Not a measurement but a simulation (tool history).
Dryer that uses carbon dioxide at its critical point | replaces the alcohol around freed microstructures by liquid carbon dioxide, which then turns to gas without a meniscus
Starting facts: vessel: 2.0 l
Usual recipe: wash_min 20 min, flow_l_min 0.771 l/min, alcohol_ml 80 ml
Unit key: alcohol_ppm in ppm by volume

run 1 hour=0.0 | wash_min=20 flow_l_min=0.771 alcohol_ml=80 | alcohol_ppm=94
run 2 hour=36.8 | wash_min=20 flow_l_min=0.771 alcohol_ml=21 | alcohol_ppm=56
run 3 hour=83.7 | wash_min=20 flow_l_min=0.771 alcohol_ml=80 | alcohol_ppm=91
run 4 hour=121.1 | wash_min=20 flow_l_min=0.771 alcohol_ml=109 | alcohol_ppm=117
run 5 hour=158.0 | wash_min=20 flow_l_min=0.771 alcohol_ml=80 | alcohol_ppm=105
run 6 hour=207.3 | wash_min=20 flow_l_min=0.771 alcohol_ml=80 | alcohol_ppm=95
run 7 hour=232.7 | wash_min=20 flow_l_min=0.771 alcohol_ml=80 | alcohol_ppm=104
run 8 hour=260.0 | wash_min=20 flow_l_min=0.771 alcohol_ml=80 | alcohol_ppm=105
run 9 hour=308.2 | wash_min=20 flow_l_min=0.771 alcohol_ml=80 | alcohol_ppm=108
run 10 hour=336.3 | wash_min=20 flow_l_min=0.771 alcohol_ml=80 | alcohol_ppm=103
run 11 hour=377.6 | wash_min=20 flow_l_min=0.771 alcohol_ml=80 | alcohol_ppm=102
run 12 hour=407.5 | wash_min=20 flow_l_min=0.771 alcohol_ml=80 | alcohol_ppm=112
-- hour=431.2 inlet filter changed
run 13 hour=458.0 | wash_min=12 flow_l_min=0.675 alcohol_ml=80 | alcohol_ppm=1041
run 14 hour=484.3 | wash_min=12 flow_l_min=0.675 alcohol_ml=80 | alcohol_ppm=1037
run 15 hour=512.5 | wash_min=20 flow_l_min=0.675 alcohol_ml=26 | alcohol_ppm=67
run 16 hour=537.5 | wash_min=20 flow_l_min=0.675 alcohol_ml=26 | alcohol_ppm=74
run 17 hour=585.3 | wash_min=15 flow_l_min=0.771 alcohol_ml=71 | alcohol_ppm=233
run 18 hour=622.7 | wash_min=26 flow_l_min=0.850 alcohol_ml=117 | alcohol_ppm=57
run 19 hour=649.5 | wash_min=25 flow_l_min=0.902 alcohol_ml=63 | alcohol_ppm=46
run 20 hour=680.7 | wash_min=31 flow_l_min=0.771 alcohol_ml=27 | alcohol_ppm=53
run 21 hour=707.2 | wash_min=31 flow_l_min=0.771 alcohol_ml=27 | alcohol_ppm=57
run 22 hour=734.4 | wash_min=31 flow_l_min=0.771 alcohol_ml=27 | alcohol_ppm=58
run 23 hour=780.1 | wash_min=20 flow_l_min=0.771 alcohol_ml=108 | alcohol_ppm=111

For some of the steps in alcohol_ppm from one run to the next: how much would appear even if the tool had no hidden state, given the settings, what came in and random variation, and how much remains for the hidden state plus any gauge scatter that the measured result and the result without hidden state don't share?
Unlogged tool condition in this case: flow that reaches the vessel past the clogged filter, %; alcohol in the recycled carbon dioxide, ppm; drift of the gauge itself on alcohol_ppm, %.
Run 2 -> 3: alcohol_ml 21 -> 80. alcohol_ppm +35 ppm by volume: hidden state +16, all else +19.
Run 12 -> 13: wash_min 20 -> 12, flow_l_min 0.771 -> 0.675, inlet filter changed. alcohol_ppm +929 ppm by volume: hidden state -12, all else +941.
Run 14 -> 15: wash_min 12 -> 20, alcohol_ml 80 -> 26. alcohol_ppm -970 ppm by volume: hidden state -21, all else -949.

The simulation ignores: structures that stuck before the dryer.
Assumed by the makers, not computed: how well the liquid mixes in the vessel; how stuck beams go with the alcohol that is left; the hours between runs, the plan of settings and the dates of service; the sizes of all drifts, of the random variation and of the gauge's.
